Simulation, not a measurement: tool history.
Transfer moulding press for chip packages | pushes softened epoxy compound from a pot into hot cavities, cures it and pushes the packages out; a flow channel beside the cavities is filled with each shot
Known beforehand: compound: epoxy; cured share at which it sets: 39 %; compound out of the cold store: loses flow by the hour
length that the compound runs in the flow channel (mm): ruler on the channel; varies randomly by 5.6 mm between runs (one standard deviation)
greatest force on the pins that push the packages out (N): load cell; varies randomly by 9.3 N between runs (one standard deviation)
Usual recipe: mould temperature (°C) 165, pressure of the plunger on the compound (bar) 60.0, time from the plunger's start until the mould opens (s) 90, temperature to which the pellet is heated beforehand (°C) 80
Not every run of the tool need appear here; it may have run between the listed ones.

| run | hour | mould temperature (°C) | pressure of the plunger on the compound (bar) | time from the plunger's start until the mould opens (s) | temperature to which the pellet is heated beforehand (°C) | incoming compound's hours out of the cold store | length that the compound runs in the flow channel (mm) | greatest force on the pins that push the packages out (N) |
|---|---|---|---|---|---|---|---|---|
| 1 | 0.0 | 165 | 60.0 | 90 | 80 | 37.6 | 555 | 508 |
| 2 | 15.4 | 165 | 60.0 | 100 | 80 | 41.2 | 531 | 507 |
|  | 39.8 | cavities cleaned with cleaning compound and waxed |
| 3 | 40.6 | 165 | 60.0 | 100 | 80 | 47.0 | 513 | 401 |
| 4 | 57.2 | 165 | 60.0 | 100 | 80 | 25.4 | 571 | 438 |
| 5 | 83.1 | 165 | 60.0 | 100 | 80 | 13.8 | 585 | 485 |
| 6 | 106.5 | 168 | 60.0 | 90 | 80 | 19.8 | 565 | 522 |
|  | 114.1 | cavities cleaned with cleaning compound and waxed |
| 7 | 122.2 | 168 | 60.0 | 90 | 80 | 28.3 | 537 | 397 |
| 8 | 141.9 | 168 | 60.0 | 90 | 80 | 38.1 | 524 | 443 |
| 9 | 169.0 | 168 | 60.0 | 90 | 80 | 33.4 | 531 | 505 |
| 10 | 182.7 | 168 | 60.0 | 90 | 80 | 30.5 | 525 | 499 |
|  | 189.4 | cavities cleaned with cleaning compound and waxed |
| 11 | 201.5 | 168 | 60.0 | 90 | 80 | 25.3 | 530 | 412 |
| 12 | 227.7 | 168 | 60.0 | 123 | 80 | 41.2 | 507 | 456 |
| 13 | 251.2 | 160 | 56.7 | 90 | 80 | 37.7 | 505 | 671 |
|  | 265.2 | cavities cleaned with cleaning compound and waxed |
| 14 | 273.4 | 160 | 56.7 | 90 | 80 | 30.1 | 509 | 549 |
| 15 | 290.5 | 159 | 60.0 | 90 | 80 | 39.5 | 522 | 617 |
| 16 | 317.8 | 160 | 70.6 | 90 | 83 | 29.3 | 574 | 626 |
|  | 340.2 | cavities cleaned with cleaning compound and waxed |
| 17 | 346.4 | 160 | 70.6 | 90 | 83 | 9.3 | 608 | 563 |
| 18 | 367.3 | 161 | 70.6 | 90 | 83 | 23.5 | 573 | 573 |

Predict each of these 4 candidate next runs independently; none follows another, all start after run 18:
| A | 381.0 | 162 | 55.8 | 78 | 83 | 30.8 | ? | ? |
| B | 381.0 | 165 | 55.8 | 90 | 77 | 35.6 | ? | ? |
| C | 381.0 | 162 | 60.0 | 121 | 70 | 26.8 | ? | ? |
| D | 381.0 | 161 | 66.5 | 82 | 89 | 13.8 | ? | ? |

| run | length that the compound runs in the flow channel (mm) | greatest force on the pins that push the packages out (N) |
|---|---|---|
| A | 495 | 706 |
| B | 476 | 498 |
| C | 520 | 476 |
| D | 571 | 694 |
With no hidden state in the tool, these same runs would have given:
| run | length that the compound runs in the flow channel (mm) | greatest force on the pins that push the packages out (N) |
|---|---|---|
| A | 568 | 609 |
| B | 546 | 407 |
| C | 598 | 379 |
| D | 656 | 600 |

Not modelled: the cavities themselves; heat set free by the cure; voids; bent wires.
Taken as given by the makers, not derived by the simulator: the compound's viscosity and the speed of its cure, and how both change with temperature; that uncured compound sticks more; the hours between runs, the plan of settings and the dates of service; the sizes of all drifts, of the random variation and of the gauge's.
